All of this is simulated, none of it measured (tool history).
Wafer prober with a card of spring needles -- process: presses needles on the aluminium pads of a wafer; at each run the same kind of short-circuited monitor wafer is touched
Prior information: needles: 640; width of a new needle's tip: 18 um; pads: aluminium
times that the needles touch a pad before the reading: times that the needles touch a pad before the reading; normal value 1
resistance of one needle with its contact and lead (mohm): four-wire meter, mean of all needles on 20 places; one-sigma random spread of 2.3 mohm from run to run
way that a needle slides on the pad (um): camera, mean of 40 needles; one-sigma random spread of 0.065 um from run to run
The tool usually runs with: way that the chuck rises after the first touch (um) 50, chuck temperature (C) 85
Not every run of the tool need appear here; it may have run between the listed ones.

| run | hour | way that the chuck rises after the first touch (um) | chuck temperature (C) | times that the needles touch a pad before the reading | resistance of one needle with its contact and lead (mohm) | way that a needle slides on the pad (um) |
|---|---|---|---|---|---|---|
| 1 | 0.0 | 50 | 85 | 1 | 262 | 12.42 |
|  | 8.2 | tips cleaned on abrasive film |
|  | 16.5 | tips cleaned on abrasive film |
|  | 23.1 | tips cleaned on abrasive film |
|  | 29.9 | height of the first contact set anew |
|  | 31.7 | tips cleaned on abrasive film |
|  | 38.3 | tips cleaned on abrasive film |
|  | 46.5 | tips cleaned on abrasive film |
|  | 53.1 | tips cleaned on abrasive film |
|  | 61.4 | tips cleaned on abrasive film |
|  | 68.0 | tips cleaned on abrasive film |
|  | 76.3 | tips cleaned on abrasive film |
|  | 84.3 | tips cleaned on abrasive film |
| 2 | 84.3 | 50 | 85 | 1 | 266 | 12.52 |
|  | 92.5 | tips cleaned on abrasive film |
|  | 100.8 | tips cleaned on abrasive film |
|  | 109.0 | tips cleaned on abrasive film |
|  | 115.6 | tips cleaned on abrasive film |
|  | 123.9 | tips cleaned on abrasive film |
|  | 130.5 | tips cleaned on abrasive film |
|  | 138.7 | tips cleaned on abrasive film |
|  | 147.0 | tips cleaned on abrasive film |
|  | 153.6 | tips cleaned on abrasive film |
|  | 161.9 | tips cleaned on abrasive film |
|  | 168.5 | tips cleaned on abrasive film |
|  | 176.7 | tips cleaned on abrasive film |
|  | 185.0 | tips cleaned on abrasive film |
| 3 | 187.3 | 50 | 85 | 1 | 263 | 12.31 |
|  | 192.3 | tips cleaned on abrasive film |
|  | 199.0 | tips cleaned on abrasive film |
|  | 207.2 | tips cleaned on abrasive film |
|  | 215.4 | tips cleaned on abrasive film |
|  | 222.1 | tips cleaned on abrasive film |
|  | 230.3 | tips cleaned on abrasive film |
|  | 236.9 | tips cleaned on abrasive film |
|  | 245.2 | tips cleaned on abrasive film |
|  | 251.8 | tips cleaned on abrasive film |
|  | 258.6 | height of the first contact set anew |
|  | 260.3 | tips cleaned on abrasive film |
|  | 268.6 | tips cleaned on abrasive film |
|  | 276.8 | tips cleaned on abrasive film |
| 4 | 278.8 | 50 | 85 | 1 | 263 | 12.49 |
|  | 283.8 | tips cleaned on abrasive film |
|  | 292.1 | tips cleaned on abrasive film |
|  | 300.3 | tips cleaned on abrasive film |
|  | 307.0 | tips cleaned on abrasive film |
|  | 315.2 | tips cleaned on abrasive film |
|  | 323.4 | tips cleaned on abrasive film |
|  | 331.7 | tips cleaned on abrasive film |
|  | 339.9 | tips cleaned on abrasive film |
|  | 346.6 | tips cleaned on abrasive film |
|  | 354.8 | tips cleaned on abrasive film |
|  | 361.4 | tips cleaned on abrasive film |
|  | 368.0 | tips cleaned on abrasive film |
|  | 376.3 | tips cleaned on abrasive film |
|  | 383.6 | tips cleaned on abrasive film |
| 5 | 383.6 | 50 | 85 | 1 | 262 | 12.42 |
|  | 391.9 | tips cleaned on abrasive film |
|  | 398.5 | tips cleaned on abrasive film |
|  | 406.7 | tips cleaned on abrasive film |
|  | 415.0 | tips cleaned on abrasive film |
|  | 423.2 | tips cleaned on abrasive film |
|  | 429.8 | tips cleaned on abrasive film |
|  | 438.1 | tips cleaned on abrasive film |
|  | 446.3 | tips cleaned on abrasive film |
|  | 454.6 | tips cleaned on abrasive film |
|  | 462.8 | tips cleaned on abrasive film |
|  | 469.4 | tips cleaned on abrasive film |
|  | 477.7 | tips cleaned on abrasive film |
|  | 485.4 | tips cleaned on abrasive film |
| 6 | 485.4 | 50 | 85 | 1 | 266 | 12.37 |
|  | 487.3 | height of the first contact set anew |
|  | 494.0 | tips cleaned on abrasive film |
|  | 502.2 | tips cleaned on abrasive film |
|  | 510.5 | tips cleaned on abrasive film |
|  | 518.7 | tips cleaned on abrasive film |
|  | 525.3 | tips cleaned on abrasive film |
|  | 533.6 | tips cleaned on abrasive film |
| 7 | 538.7 | 50 | 85 | 1 | 269 | 12.26 |
|  | 540.4 | tips cleaned on abrasive film |
|  | 548.7 | tips cleaned on abrasive film |
|  | 556.9 | tips cleaned on abrasive film |
|  | 565.2 | tips cleaned on abrasive film |
|  | 573.4 | tips cleaned on abrasive film |
|  | 581.7 | tips cleaned on abrasive film |
|  | 588.3 | tips cleaned on abrasive film |
| 8 | 592.4 | 52 | 85 | 1 | 267 | 12.75 |
|  | 595.7 | tips cleaned on abrasive film |
|  | 602.4 | tips cleaned on abrasive film |
|  | 610.6 | tips cleaned on abrasive film |
|  | 618.9 | tips cleaned on abrasive film |
|  | 625.5 | tips cleaned on abrasive film |
|  | 633.7 | tips cleaned on abrasive film |
|  | 642.0 | tips cleaned on abrasive film |
|  | 650.2 | tips cleaned on abrasive film |
|  | 656.8 | tips cleaned on abrasive film |
|  | 665.1 | tips cleaned on abrasive film |
|  | 673.3 | tips cleaned on abrasive film |
|  | 681.6 | tips cleaned on abrasive film |
|  | 689.8 | tips cleaned on abrasive film |
|  | 696.9 | tips cleaned on abrasive film |
| 9 | 696.9 | 34 | 69 | 1 | 269 | 8.44 |
|  | 703.5 | tips cleaned on abrasive film |
|  | 711.8 | tips cleaned on abrasive film |
|  | 715.3 | height of the first contact set anew |
|  | 718.7 | tips cleaned on abrasive film |
|  | 727.0 | tips cleaned on abrasive film |
|  | 735.2 | tips cleaned on abrasive film |
|  | 743.4 | tips cleaned on abrasive film |
|  | 750.1 | tips cleaned on abrasive film |
|  | 758.3 | tips cleaned on abrasive film |
|  | 766.6 | tips cleaned on abrasive film |
|  | 773.2 | tips cleaned on abrasive film |
|  | 781.2 | tips cleaned on abrasive film |
| 10 | 781.2 | 34 | 96 | 2 | 271 | 8.40 |
|  | 789.4 | tips cleaned on abrasive film |
|  | 797.7 | tips cleaned on abrasive film |
|  | 804.3 | tips cleaned on abrasive film |
|  | 812.5 | tips cleaned on abrasive film |
|  | 820.8 | tips cleaned on abrasive film |
|  | 829.0 | tips cleaned on abrasive film |
|  | 837.3 | tips cleaned on abrasive film |
| 11 | 843.1 | 34 | 85 | 2 | 276 | 8.38 |
|  | 844.9 | tips cleaned on abrasive film |
|  | 851.5 | tips cleaned on abrasive film |
|  | 859.7 | tips cleaned on abrasive film |
|  | 868.0 | tips cleaned on abrasive film |
|  | 880.0 | card fitted with new needles |
|  | 888.2 | tips cleaned on abrasive film |
|  | 894.8 | tips cleaned on abrasive film |
|  | 903.1 | tips cleaned on abrasive film |
|  | 909.7 | tips cleaned on abrasive film |
|  | 918.0 | tips cleaned on abrasive film |
| 12 | 922.6 | 35 | 56 | 2 | 263 | 8.56 |
|  | 925.9 | tips cleaned on abrasive film |
|  | 932.5 | tips cleaned on abrasive film |
|  | 940.8 | tips cleaned on abrasive film |
|  | 947.4 | tips cleaned on abrasive film |
|  | 955.6 | tips cleaned on abrasive film |
|  | 963.9 | tips cleaned on abrasive film |
|  | 972.1 | tips cleaned on abrasive film |
|  | 980.4 | tips cleaned on abrasive film |
| 13 | 985.0 | 68 | 37 | 1 | 246 | 16.86 |
|  | 988.3 | tips cleaned on abrasive film |
|  | 996.6 | tips cleaned on abrasive film |
|  | 1004.8 | tips cleaned on abrasive film |
|  | 1013.1 | tips cleaned on abrasive film |
|  | 1019.7 | tips cleaned on abrasive film |
|  | 1027.9 | tips cleaned on abrasive film |
|  | 1036.2 | tips cleaned on abrasive film |
|  | 1044.4 | tips cleaned on abrasive film |
|  | 1052.7 | tips cleaned on abrasive film |
|  | 1060.9 | tips cleaned on abrasive film |
|  | 1067.6 | tips cleaned on abrasive film |
| 14 | 1067.6 | 44 | 118 | 2 | 272 | 10.95 |
|  | 1075.9 | tips cleaned on abrasive film |
|  | 1084.1 | tips cleaned on abrasive film |
|  | 1092.4 | tips cleaned on abrasive film |
|  | 1100.6 | tips cleaned on abrasive film |
|  | 1107.4 | height of the first contact set anew |
|  | 1109.2 | tips cleaned on abrasive film |
|  | 1115.8 | tips cleaned on abrasive film |
|  | 1124.0 | tips cleaned on abrasive film |
|  | 1132.3 | tips cleaned on abrasive film |
|  | 1138.9 | tips cleaned on abrasive film |
|  | 1147.2 | tips cleaned on abrasive film |
|  | 1153.8 | tips cleaned on abrasive film |
|  | 1162.0 | tips cleaned on abrasive film |
| 15 | 1166.3 | 44 | 118 | 2 | 277 | 10.80 |
|  | 1169.7 | tips cleaned on abrasive film |
|  | 1177.9 | tips cleaned on abrasive film |
|  | 1186.2 | tips cleaned on abrasive film |
|  | 1192.8 | tips cleaned on abrasive film |
|  | 1201.0 | tips cleaned on abrasive film |
|  | 1209.3 | tips cleaned on abrasive film |
|  | 1217.5 | tips cleaned on abrasive film |
|  | 1225.8 | tips cleaned on abrasive film |
| 16 | 1230.3 | 50 | 43 | 3 | 252 | 12.31 |

Here are 4 independent what-if runs from the current tool condition. What would each one return?
|  | 1233.7 | tips cleaned on abrasive film |
|  | 1241.9 | tips cleaned on abrasive film |
|  | 1250.2 | tips cleaned on abrasive film |
|  | 1258.4 | tips cleaned on abrasive film |
|  | 1265.0 | tips cleaned on abrasive film |
|  | 1271.7 | tips cleaned on abrasive film |
| A | 1273.7 | 67 | 42 | 3 | ? | ? |
|  | 1233.7 | tips cleaned on abrasive film |
|  | 1241.9 | tips cleaned on abrasive film |
|  | 1250.2 | tips cleaned on abrasive film |
|  | 1258.4 | tips cleaned on abrasive film |
|  | 1265.0 | tips cleaned on abrasive film |
|  | 1271.7 | tips cleaned on abrasive film |
| B | 1273.7 | 51 | 43 | 3 | ? | ? |
|  | 1233.7 | tips cleaned on abrasive film |
|  | 1241.9 | tips cleaned on abrasive film |
|  | 1250.2 | tips cleaned on abrasive film |
|  | 1258.4 | tips cleaned on abrasive film |
|  | 1265.0 | tips cleaned on abrasive film |
|  | 1271.7 | tips cleaned on abrasive film |
| C | 1273.7 | 69 | 39 | 3 | ? | ? |
|  | 1233.7 | tips cleaned on abrasive film |
|  | 1241.9 | tips cleaned on abrasive film |
|  | 1250.2 | tips cleaned on abrasive film |
|  | 1258.4 | tips cleaned on abrasive film |
|  | 1265.0 | tips cleaned on abrasive film |
|  | 1271.7 | tips cleaned on abrasive film |
| D | 1273.7 | 38 | 85 | 2 | ? | ? |

| run | resistance of one needle with its contact and lead (mohm) | way that a needle slides on the pad (um) |
|---|---|---|
| A | 248 | 16.51 |
| B | 253 | 12.56 |
| C | 252 | 16.83 |
| D | 275 | 9.37 |
Without the tool's hidden state the same runs would have given:
| run | resistance of one needle with its contact and lead (mohm) | way that a needle slides on the pad (um) |
|---|---|---|
| A | 248 | 16.79 |
| B | 253 | 12.77 |
| C | 252 | 17.12 |
| D | 274 | 9.53 |
